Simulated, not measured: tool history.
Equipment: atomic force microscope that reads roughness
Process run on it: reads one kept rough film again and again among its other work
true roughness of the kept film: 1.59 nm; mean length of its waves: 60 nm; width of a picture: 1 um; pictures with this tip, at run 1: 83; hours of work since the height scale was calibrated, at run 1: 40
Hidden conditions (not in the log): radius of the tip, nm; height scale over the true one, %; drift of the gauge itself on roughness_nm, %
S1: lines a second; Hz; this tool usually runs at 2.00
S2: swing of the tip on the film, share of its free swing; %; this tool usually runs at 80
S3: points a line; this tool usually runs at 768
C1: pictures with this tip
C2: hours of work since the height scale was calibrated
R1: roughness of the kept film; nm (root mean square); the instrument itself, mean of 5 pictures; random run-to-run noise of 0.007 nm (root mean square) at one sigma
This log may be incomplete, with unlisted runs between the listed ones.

run 1 day=0.000 | S1=2.00 S2=80 S3=768 | C1=83 C2=40 | R1=1.445
run 2 day=0.254 | S1=2.00 S2=80 S3=768 | C1=91 C2=43 | R1=1.444
run 3 day=0.525 | S1=2.00 S2=80 S3=768 | C1=100 C2=46 | R1=1.440
run 4 day=0.729 | S1=2.00 S2=80 S3=554 | C1=107 C2=49 | R1=1.447
run 5 day=1.133 | S1=2.00 S2=78 S3=768 | C1=120 C2=53 | R1=1.453
run 6 day=1.338 | S1=2.00 S2=80 S3=768 | C1=126 C2=56 | R1=1.441
run 7 day=1.638 | S1=1.20 S2=80 S3=768 | C1=136 C2=59 | R1=1.490
-- day=1.754 new tip fitted
run 8 day=2.017 | S1=1.20 S2=80 S3=768 | C1=9 C2=64 | R1=1.487
run 9 day=2.400 | S1=1.20 S2=80 S3=768 | C1=21 C2=68 | R1=1.494
run 10 day=2.571 | S1=1.20 S2=80 S3=768 | C1=27 C2=70 | R1=1.486
run 11 day=2.900 | S1=1.04 S2=80 S3=723 | C1=37 C2=74 | R1=1.492
run 12 day=3.296 | S1=2.00 S2=75 S3=768 | C1=50 C2=79 | R1=1.469
run 13 day=3.475 | S1=2.00 S2=75 S3=768 | C1=56 C2=81 | R1=1.486
run 14 day=3.708 | S1=2.00 S2=75 S3=768 | C1=63 C2=84 | R1=1.468
run 15 day=4.108 | S1=2.92 S2=64 S3=768 | C1=76 C2=89 | R1=1.484

Predict the results of run 16:
run 16 day=4.450 | S1=0.93 S2=68 S3=649 | C1=87 C2=93 | R1=?

R1: 1.530 nm (root mean square)
Minus the tool's unlogged condition, the same run would have read R1 1.534 nm (root mean square).

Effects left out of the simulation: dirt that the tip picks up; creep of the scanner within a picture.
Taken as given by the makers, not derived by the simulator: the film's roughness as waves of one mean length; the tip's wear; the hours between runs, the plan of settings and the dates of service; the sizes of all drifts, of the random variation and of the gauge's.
